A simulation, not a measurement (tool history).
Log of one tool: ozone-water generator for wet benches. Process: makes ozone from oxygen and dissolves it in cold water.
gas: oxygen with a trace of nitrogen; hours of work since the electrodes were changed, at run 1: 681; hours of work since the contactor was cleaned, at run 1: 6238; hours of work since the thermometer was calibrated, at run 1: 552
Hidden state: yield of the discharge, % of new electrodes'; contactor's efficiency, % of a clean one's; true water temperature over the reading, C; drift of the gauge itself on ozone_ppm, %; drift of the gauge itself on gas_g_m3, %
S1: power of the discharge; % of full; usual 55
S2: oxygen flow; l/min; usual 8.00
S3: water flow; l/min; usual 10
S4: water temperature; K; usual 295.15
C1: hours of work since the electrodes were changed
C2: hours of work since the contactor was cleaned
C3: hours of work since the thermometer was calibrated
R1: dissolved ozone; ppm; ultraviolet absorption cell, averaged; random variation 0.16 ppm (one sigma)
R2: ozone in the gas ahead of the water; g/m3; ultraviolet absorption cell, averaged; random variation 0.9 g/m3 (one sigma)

{"run": 1, "hour": 0.0, "S1": 55, "S2": 8.0, "S3": 10, "S4": 295.15, "C1": 681, "C2": 6238, "C3": 552, "R1": 19.6, "R2": 151.0}
{"run": 2, "hour": 36.5, "S1": 55, "S2": 8.0, "S3": 13, "S4": 295.15, "C1": 716, "C2": 6274, "C3": 587, "R1": 17.0, "R2": 149.8}
{"run": 3, "hour": 68.2, "S1": 55, "S2": 8.0, "S3": 13, "S4": 297.15, "C1": 747, "C2": 6304, "C3": 618, "R1": 16.5, "R2": 150.5}
{"run": 4, "hour": 106.0, "S1": 55, "S2": 8.0, "S3": 13, "S4": 297.15, "C1": 783, "C2": 6340, "C3": 654, "R1": 16.2, "R2": 148.6}
{"run": 5, "hour": 150.9, "S1": 55, "S2": 8.0, "S3": 13, "S4": 297.15, "C1": 826, "C2": 6384, "C3": 697, "R1": 16.5, "R2": 151.1}
{"run": 6, "hour": 196.8, "S1": 55, "S2": 8.0, "S3": 10, "S4": 295.15, "C1": 870, "C2": 6428, "C3": 741, "R1": 19.4, "R2": 150.3}
{"run": 7, "hour": 223.6, "S1": 55, "S2": 8.0, "S3": 10, "S4": 295.15, "C1": 896, "C2": 6454, "C3": 767, "R1": 19.5, "R2": 149.5}
{"run": 8, "hour": 264.0, "S1": 55, "S2": 8.0, "S3": 12, "S4": 295.15, "C1": 935, "C2": 6493, "C3": 806, "R1": 17.6, "R2": 150.1}
{"run": 9, "hour": 293.6, "S1": 55, "S2": 5.75, "S3": 10, "S4": 295.15, "C1": 964, "C2": 6521, "C3": 835, "R1": 21.2, "R2": 182.2}
{"run": 10, "hour": 339.9, "S1": 55, "S2": 8.0, "S3": 10, "S4": 293.15, "C1": 1008, "C2": 6566, "C3": 879, "R1": 19.7, "R2": 149.6}
{"run": 11, "hour": 360.2, "S1": 55, "S2": 8.0, "S3": 10, "S4": 295.15, "C1": 1028, "C2": 6585, "C3": 899, "R1": 19.0, "R2": 147.9}
{"run": 12, "hour": 391.5, "S1": 55, "S2": 8.0, "S3": 10, "S4": 294.15, "C1": 1058, "C2": 6616, "C3": 929, "R1": 19.8, "R2": 149.5}
{"run": 13, "hour": 440.4, "S1": 74, "S2": 8.0, "S3": 10, "S4": 295.15, "C1": 1105, "C2": 6663, "C3": 976, "R1": 23.1, "R2": 182.8}
{"run": 14, "hour": 462.6, "S1": 74, "S2": 8.0, "S3": 10, "S4": 295.15, "C1": 1127, "C2": 6684, "C3": 998, "R1": 23.9, "R2": 183.5}
{"run": 15, "hour": 498.1, "S1": 90, "S2": 13.9, "S3": 10, "S4": 297.15, "C1": 1161, "C2": 6718, "C3": 1032, "R1": 20.4, "R2": 148.3}
{"run": 16, "hour": 534.0, "S1": 90, "S2": 13.9, "S3": 10, "S4": 297.15, "C1": 1195, "C2": 6753, "C3": 1066, "R1": 20.4, "R2": 147.7}
{"run": 17, "hour": 559.3, "S1": 55, "S2": 8.0, "S3": 16, "S4": 295.15, "C1": 1220, "C2": 6777, "C3": 1091, "R1": 15.1, "R2": 147.5}
{"run": 18, "hour": 599.3, "S1": 50, "S2": 8.95, "S3": 11, "S4": 299.15, "C1": 1258, "C2": 6816, "C3": 1129, "R1": 15.1, "R2": 130.2}
{"run": 19, "hour": 628.8, "S1": 90, "S2": 8.0, "S3": 10, "S4": 295.15, "C1": 1287, "C2": 6844, "C3": 1158, "R1": 26.8, "R2": 208.0}
{"run": 20, "hour": 657.6, "S1": 57, "S2": 11.56, "S3": 8, "S4": 299.15, "C1": 1314, "C2": 6872, "C3": 1185, "R1": 16.7, "R2": 120.8}
{"run": 21, "hour": 704.9, "S1": 76, "S2": 11.56, "S3": 12, "S4": 293.15, "C1": 1360, "C2": 6917, "C3": 1231, "R1": 20.1, "R2": 146.3}
{"run": 22, "hour": 729.2, "S1": 41, "S2": 4.11, "S3": 11, "S4": 288.15, "C1": 1383, "C2": 6941, "C3": 1254, "R1": 20.1, "R2": 184.0}
{"run": 23, "hour": 769.8, "S1": 41, "S2": 4.11, "S3": 11, "S4": 288.15, "C1": 1422, "C2": 6980, "C3": 1293, "R1": 20.1, "R2": 183.2}
{"run": 24, "hour": 805.4, "S1": 55, "S2": 8.0, "S3": 7, "S4": 301.15, "C1": 1457, "C2": 7014, "C3": 1328, "R1": 18.9, "R2": 148.1}
{"run": 25, "hour": 851.6, "S1": 55, "S2": 8.0, "S3": 7, "S4": 301.15, "C1": 1501, "C2": 7059, "C3": 1372, "R1": 19.0, "R2": 146.6}

Run 26 comes next. What will it give?
{"run": 26, "hour": 895.8, "S1": 82, "S2": 8.35, "S3": 15, "S4": 292.15, "C1": 1544, "C2": 7101, "C3": 1415, "R1": "?", "R2": "?"}

{"run 26": {"R1": 21.3, "R2": 188.8}}
Without the tool's hidden state the same run would have given R1 22.9 ppm, R2 192.6 g/m3.
